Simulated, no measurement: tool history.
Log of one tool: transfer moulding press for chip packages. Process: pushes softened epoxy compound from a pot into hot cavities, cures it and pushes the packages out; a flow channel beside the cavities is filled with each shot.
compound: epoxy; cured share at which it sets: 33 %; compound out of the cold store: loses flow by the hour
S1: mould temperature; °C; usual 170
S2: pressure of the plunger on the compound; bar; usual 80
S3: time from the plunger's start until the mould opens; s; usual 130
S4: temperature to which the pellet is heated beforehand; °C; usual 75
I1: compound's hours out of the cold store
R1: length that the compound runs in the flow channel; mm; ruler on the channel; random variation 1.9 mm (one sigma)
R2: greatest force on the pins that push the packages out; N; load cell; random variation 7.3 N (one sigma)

{"run": 1, "hour": 0.0, "S1": 170, "S2": 80, "S3": 130, "S4": 75, "I1": 16.7, "R1": 601, "R2": 394}
{"run": 2, "hour": 14.3, "S1": 170, "S2": 80, "S3": 130, "S4": 75, "I1": 9.8, "R1": 625, "R2": 420}
{"run": 3, "hour": 37.9, "S1": 170, "S2": 80, "S3": 119, "S4": 75, "I1": 44.3, "R1": 521, "R2": 488}
{"hour": 68.4, "done": "cavities cleaned with cleaning compound and waxed"}
{"run": 4, "hour": 71.1, "S1": 170, "S2": 80, "S3": 119, "S4": 68, "I1": 29.9, "R1": 559, "R2": 368}
{"run": 5, "hour": 86.3, "S1": 170, "S2": 80, "S3": 119, "S4": 68, "I1": 43.9, "R1": 516, "R2": 369}
{"run": 6, "hour": 115.6, "S1": 170, "S2": 80, "S3": 130, "S4": 82, "I1": 10.8, "R1": 617, "R2": 400}
{"run": 7, "hour": 142.7, "S1": 170, "S2": 80, "S3": 130, "S4": 82, "I1": 43.7, "R1": 515, "R2": 406}
{"run": 8, "hour": 167.9, "S1": 170, "S2": 64.7, "S3": 130, "S4": 72, "I1": 11.3, "R1": 551, "R2": 466}
{"hour": 171.2, "done": "cavities cleaned with cleaning compound and waxed"}
{"run": 9, "hour": 203.1, "S1": 170, "S2": 80, "S3": 131, "S4": 66, "I1": 9.3, "R1": 609, "R2": 414}
{"run": 10, "hour": 229.1, "S1": 170, "S2": 80, "S3": 131, "S4": 66, "I1": 37, "R1": 529, "R2": 431}
{"run": 11, "hour": 243.9, "S1": 170, "S2": 86.6, "S3": 130, "S4": 70, "I1": 46.4, "R1": 523, "R2": 421}
{"run": 12, "hour": 263.2, "S1": 170, "S2": 75.7, "S3": 124, "S4": 70, "I1": 21.2, "R1": 557, "R2": 494}

Forecast each of these 5 alternatives for the next run:
{"hour": 273.7, "done": "cavities cleaned with cleaning compound and waxed"}
{"run": "A", "hour": 293.2, "S1": 163, "S2": 67.8, "S3": 130, "S4": 75, "I1": 14.5, "R1": "?", "R2": "?"}
{"hour": 273.7, "done": "cavities cleaned with cleaning compound and waxed"}
{"run": "B", "hour": 293.2, "S1": 170, "S2": 80, "S3": 130, "S4": 65, "I1": 38.5, "R1": "?", "R2": "?"}
{"hour": 273.7, "done": "cavities cleaned with cleaning compound and waxed"}
{"run": "C", "hour": 293.2, "S1": 170, "S2": 75.7, "S3": 129, "S4": 70, "I1": 45.8, "R1": "?", "R2": "?"}
{"hour": 273.7, "done": "cavities cleaned with cleaning compound and waxed"}
{"run": "D", "hour": 293.2, "S1": 170, "S2": 62.7, "S3": 165, "S4": 76, "I1": 26.9, "R1": "?", "R2": "?"}
{"hour": 273.7, "done": "cavities cleaned with cleaning compound and waxed"}
{"run": "E", "hour": 293.2, "S1": 164, "S2": 75.4, "S3": 166, "S4": 70, "I1": 17.6, "R1": "?", "R2": "?"}

run=A R1=565 R2=596
run=B R1=523 R2=363
run=C R1=490 R2=352
run=D R1=491 R2=287
run=E R1=582 R2=348
Without the tool's hidden state the same runs would have given:
run=A R1=600 R2=473
run=B R1=556 R2=298
run=C R1=521 R2=288
run=D R1=522 R2=242
run=E R1=619 R2=286
